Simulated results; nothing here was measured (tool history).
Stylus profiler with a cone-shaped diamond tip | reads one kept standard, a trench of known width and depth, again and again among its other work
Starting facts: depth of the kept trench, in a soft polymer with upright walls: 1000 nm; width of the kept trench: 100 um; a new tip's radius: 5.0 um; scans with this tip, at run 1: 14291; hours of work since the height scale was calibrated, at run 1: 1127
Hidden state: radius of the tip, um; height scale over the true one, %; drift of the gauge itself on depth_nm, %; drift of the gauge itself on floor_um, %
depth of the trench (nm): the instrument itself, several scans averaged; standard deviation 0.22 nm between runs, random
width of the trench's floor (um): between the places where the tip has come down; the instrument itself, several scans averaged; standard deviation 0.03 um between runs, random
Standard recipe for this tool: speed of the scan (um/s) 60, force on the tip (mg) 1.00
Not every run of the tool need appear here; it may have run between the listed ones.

| run | hour | speed of the scan (um/s) | force on the tip (mg) | scans with this tip | hours of work since the height scale was calibrated | depth of the trench (nm) | width of the trench's floor (um) |
|---|---|---|---|---|---|---|---|
| 1 | 0.0 | 60 | 1.00 | 14291 | 1127 | 1000.84 | 92.16 |
| 2 | 63.9 | 60 | 1.00 | 14560 | 1174 | 1001.40 | 92.20 |
| 3 | 124.6 | 189 | 1.00 | 14815 | 1218 | 1000.87 | 91.82 |
| 4 | 162.5 | 34 | 1.00 | 14974 | 1246 | 1001.19 | 92.13 |
| 5 | 245.7 | 60 | 1.00 | 15325 | 1308 | 1000.82 | 92.10 |
|  | 269.1 | height scale calibrated on a step standard |
| 6 | 310.1 | 60 | 0.66 | 15594 | 30 | 997.80 | 92.03 |
| 7 | 350.5 | 17 | 1.00 | 15764 | 60 | 999.07 | 92.22 |
| 8 | 414.0 | 130 | 1.00 | 16031 | 107 | 998.94 | 91.88 |
| 9 | 487.8 | 130 | 1.77 | 16342 | 161 | 1000.52 | 91.94 |
| 10 | 547.0 | 130 | 1.77 | 16591 | 205 | 1000.76 | 91.92 |
| 11 | 586.1 | 60 | 1.00 | 16756 | 234 | 999.14 | 91.98 |
|  | 625.8 | height scale calibrated on a step standard, once more |
| 12 | 656.7 | 60 | 1.00 | 17051 | 23 | 1004.25 | 91.95 |
| 13 | 717.4 | 105 | 1.00 | 17306 | 68 | 1003.88 | 91.77 |
| 14 | 777.3 | 60 | 1.00 | 17558 | 112 | 1003.85 | 91.90 |
| 15 | 862.1 | 60 | 2.58 | 17915 | 174 | 1006.94 | 91.90 |
| 16 | 942.6 | 107 | 0.80 | 18254 | 234 | 1003.11 | 91.69 |
| 17 | 980.4 | 107 | 0.80 | 18413 | 261 | 1003.27 | 91.67 |
| 18 | 1032.1 | 16 | 0.91 | 18631 | 300 | 1002.97 | 91.87 |
| 19 | 1091.1 | 69 | 1.57 | 18879 | 343 | 1004.76 | 91.76 |
| 20 | 1177.6 | 69 | 1.57 | 19243 | 407 | 1004.44 | 91.82 |
| 21 | 1248.4 | 69 | 1.57 | 19541 | 459 | 1004.09 | 91.74 |
| 22 | 1332.0 | 19 | 0.48 | 19893 | 521 | 1001.64 | 91.74 |
| 23 | 1386.3 | 19 | 0.38 | 20122 | 561 | 1001.14 | 91.76 |
| 24 | 1462.0 | 16 | 0.90 | 20440 | 617 | 1002.75 | 91.73 |
| 25 | 1505.7 | 17 | 1.00 | 20625 | 649 | 1002.37 | 91.77 |
| 26 | 1577.1 | 196 | 2.21 | 20925 | 701 | 1005.45 | 91.41 |
| 27 | 1617.1 | 18 | 0.34 | 21093 | 731 | 1000.34 | 91.69 |
| 28 | 1697.8 | 28 | 0.59 | 21433 | 790 | 1001.12 | 91.61 |

A few steps of depth of the trench (nm) between consecutive runs. Split each: what settings, incoming material and random variation would produce without the hidden state, and what is left over for the hidden state, along with gauge scatter present in only one of the two compared results (measured, and without hidden state):
Run 5 -> 6: force on the tip (mg) 1.00 -> 0.66, height scale calibrated on a step standard. depth of the trench (nm) -3.02: hidden state -1.90, all else -1.12.
Run 11 -> 12: height scale calibrated on a step standard, once more. depth of the trench (nm) +5.11: hidden state +5.28, all else -0.17.
Run 26 -> 27: speed of the scan (um/s) 196 -> 18, force on the tip (mg) 2.21 -> 0.34. depth of the trench (nm) -5.11: hidden state -0.04, all else -5.07.
